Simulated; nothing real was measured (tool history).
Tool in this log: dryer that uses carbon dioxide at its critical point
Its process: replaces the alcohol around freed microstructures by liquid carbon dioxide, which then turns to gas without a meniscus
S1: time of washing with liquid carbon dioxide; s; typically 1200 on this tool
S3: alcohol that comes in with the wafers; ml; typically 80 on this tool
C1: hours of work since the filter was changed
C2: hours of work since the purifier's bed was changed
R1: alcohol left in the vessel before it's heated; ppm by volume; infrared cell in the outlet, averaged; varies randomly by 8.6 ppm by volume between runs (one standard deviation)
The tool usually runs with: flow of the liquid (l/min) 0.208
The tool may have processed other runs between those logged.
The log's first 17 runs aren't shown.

{"run": 18, "hour": 225.8, "S1": 1200, "flow of the liquid (l/min)": 0.24, "S3": 91, "C1": 98, "C2": 108, "R1": 462}
{"run": 19, "hour": 242.5, "S1": 1500, "flow of the liquid (l/min)": 0.13, "S3": 115, "C1": 105, "C2": 115, "R1": 3742}
{"run": 20, "hour": 260.1, "S1": 1740, "flow of the liquid (l/min)": 0.174, "S3": 80, "C1": 113, "C2": 123, "R1": 302}
{"run": 21, "hour": 275.2, "S1": 1740, "flow of the liquid (l/min)": 0.174, "S3": 80, "C1": 119, "C2": 130, "R1": 340}
{"run": 22, "hour": 285.4, "S1": 1500, "flow of the liquid (l/min)": 0.136, "S3": 61, "C1": 124, "C2": 134, "R1": 1855}
{"run": 23, "hour": 297.9, "S1": 1200, "flow of the liquid (l/min)": 0.177, "S3": 80, "C1": 129, "C2": 139, "R1": 2140}
{"run": 24, "hour": 311.6, "S1": 1200, "flow of the liquid (l/min)": 0.177, "S3": 80, "C1": 135, "C2": 145, "R1": 2231}
{"run": 25, "hour": 332.3, "S1": 1200, "flow of the liquid (l/min)": 0.177, "S3": 80, "C1": 144, "C2": 154, "R1": 2351}
{"run": 26, "hour": 351.5, "S1": 1200, "flow of the liquid (l/min)": 0.177, "S3": 80, "C1": 152, "C2": 163, "R1": 2421}
{"run": 27, "hour": 361.1, "S1": 1200, "flow of the liquid (l/min)": 0.177, "S3": 80, "C1": 157, "C2": 167, "R1": 2464}
{"hour": 380.2, "done": "inlet filter changed"}
{"run": 28, "hour": 382.7, "S1": 1200, "flow of the liquid (l/min)": 0.177, "S3": 80, "C1": 1, "C2": 176, "R1": 1163}
{"run": 29, "hour": 396.3, "S1": 1200, "flow of the liquid (l/min)": 0.177, "S3": 80, "C1": 7, "C2": 182, "R1": 1186}
{"run": 30, "hour": 407.1, "S1": 1200, "flow of the liquid (l/min)": 0.177, "S3": 80, "C1": 12, "C2": 186, "R1": 1211}
{"run": 31, "hour": 423.6, "S1": 1200, "flow of the liquid (l/min)": 0.177, "S3": 80, "C1": 19, "C2": 193, "R1": 1246}
{"run": 32, "hour": 444.4, "S1": 1200, "flow of the liquid (l/min)": 0.201, "S3": 39, "C1": 28, "C2": 202, "R1": 345}
{"run": 33, "hour": 453.6, "S1": 1380, "flow of the liquid (l/min)": 0.129, "S3": 22, "C1": 32, "C2": 206, "R1": 797}
{"run": 34, "hour": 466.8, "S1": 1380, "flow of the liquid (l/min)": 0.129, "S3": 22, "C1": 38, "C2": 212, "R1": 787}

Predict each of these 5 candidate next runs independently; none follows another, all start after run 34:
{"run": "A", "hour": 475.6, "S1": 1200, "flow of the liquid (l/min)": 0.229, "S3": 88, "C1": 41, "C2": 216, "R1": "?"}
{"run": "B", "hour": 475.6, "S1": 1200, "flow of the liquid (l/min)": 0.132, "S3": 37, "C1": 41, "C2": 216, "R1": "?"}
{"run": "C", "hour": 475.6, "S1": 1920, "flow of the liquid (l/min)": 0.208, "S3": 72, "C1": 41, "C2": 216, "R1": "?"}
{"run": "D", "hour": 475.6, "S1": 1380, "flow of the liquid (l/min)": 0.279, "S3": 44, "C1": 41, "C2": 216, "R1": "?"}
{"run": "E", "hour": 475.6, "S1": 1200, "flow of the liquid (l/min)": 0.15, "S3": 49, "C1": 41, "C2": 216, "R1": "?"}

run=A R1=423
run=B R1=2108
run=C R1=57
run=D R1=42
run=E R1=1669
Had the tool no hidden state, the same runs would have come out as:
run=A R1=294
run=B R1=1747
run=C R1=23
run=D R1=9
run=E R1=1347

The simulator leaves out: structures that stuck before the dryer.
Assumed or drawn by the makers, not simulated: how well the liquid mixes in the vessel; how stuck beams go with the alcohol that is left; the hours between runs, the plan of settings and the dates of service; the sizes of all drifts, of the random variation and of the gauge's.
